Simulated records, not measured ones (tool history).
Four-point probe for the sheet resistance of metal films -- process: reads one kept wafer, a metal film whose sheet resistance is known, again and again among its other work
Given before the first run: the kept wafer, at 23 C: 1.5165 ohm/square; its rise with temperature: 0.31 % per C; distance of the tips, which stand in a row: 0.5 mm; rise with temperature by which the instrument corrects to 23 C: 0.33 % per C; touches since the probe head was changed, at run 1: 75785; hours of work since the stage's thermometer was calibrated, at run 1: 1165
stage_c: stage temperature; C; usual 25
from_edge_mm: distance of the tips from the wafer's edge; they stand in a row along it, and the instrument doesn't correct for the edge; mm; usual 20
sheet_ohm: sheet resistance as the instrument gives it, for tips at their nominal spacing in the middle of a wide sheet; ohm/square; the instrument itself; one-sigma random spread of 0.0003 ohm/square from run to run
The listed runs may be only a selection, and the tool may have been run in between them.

run	hour	stage_c	from_edge_mm	touches since the probe head was changed	hours of work since the stage's thermometer was calibrated	sheet_ohm
1	0.0	25	20	75785	1165	1.503698
2	69.9	25	20	80213	1220	1.502937
3	134.0	25	20	84273	1271	1.501889
4	208.3	25	20	88977	1329	1.500901
5	290.1	25	20	94154	1393	1.500033
# hour 379.4: new probe head fitted
6	379.4	25	20	0	1463	1.519370
7	432.4	25	20	3355	1505	1.518468
8	493.2	25	20	7209	1552	1.517791
9	563.7	25	20	11671	1608	1.516811
10	626.0	25	20	15616	1657	1.515825
11	706.6	25	20	20721	1720	1.514848
12	791.6	25	6	26103	1787	1.519199
13	831.5	21	20	28632	1818	1.514883
14	908.3	25	22	33493	1879	1.512225
15	969.7	25	22	37384	1927	1.511450
16	1018.1	25	12	40451	1965	1.511669
17	1097.0	25	12	45446	2027	1.511406
18	1180.5	25	20	50736	2093	1.508620
19	1221.3	25	20	53318	2125	1.508119
20	1300.5	25	20	58330	2187	1.507350
21	1382.6	25	20	63532	2252	1.505820
# hour 1400.9: stage's thermometer calibrated
22	1432.5	25	4	66660	25	1.514456
23	1490.8	33	63	70355	71	1.498033
24	1531.4	33	63	72926	103	1.497747
25	1618.0	23	40	78406	171	1.499533
26	1680.1	20	6	82338	220	1.506437
27	1726.9	20	8	85304	256	1.503118
28	1796.9	32	25	89741	311	1.494286
29	1848.6	24	3	93015	352	1.518444
30	1914.6	21	5	97192	404	1.505645
# hour 1959.7: new probe head fitted
31	2003.5	25	74	2771	473	1.502537
32	2050.0	25	74	5718	510	1.502131
33	2130.1	35	4	10794	573	1.509983
34	2195.9	35	38	14957	624	1.496652
35	2269.3	35	38	19609	682	1.495598
36	2329.6	22	69	23424	729	1.499393
37	2389.4	22	69	27213	777	1.498688
38	2425.2	24	47	29479	805	1.497966
39	2473.1	21	6	32516	842	1.503665
40	2524.1	21	6	35746	883	1.503155
41	2586.9	23	10	39720	932	1.498422
42	2649.9	23	10	43710	981	1.496668
43	2687.3	34	15	46079	1011	1.491094
44	2755.0	27	5	50364	1064	1.500203

Consider 5 possible next runs. They are alternatives, not a sequence: every one starts from the tool as it was left by run 44. What does each give?
A	2821.7	27	69	54589	1116	?
B	2821.7	25	5	54589	1116	?
C	2821.7	31	15	54589	1116	?
D	2821.7	27	7	54589	1116	?
E	2821.7	28	3	54589	1116	?

run	sheet_ohm
A	1.491557
B	1.499779
C	1.491177
D	1.495112
E	1.512029
With the hidden condition removed and each run's random variation left untouched, the same runs would have given:
run	sheet_ohm
A	1.515555
B	1.523892
C	1.515182
D	1.519162
E	1.536331
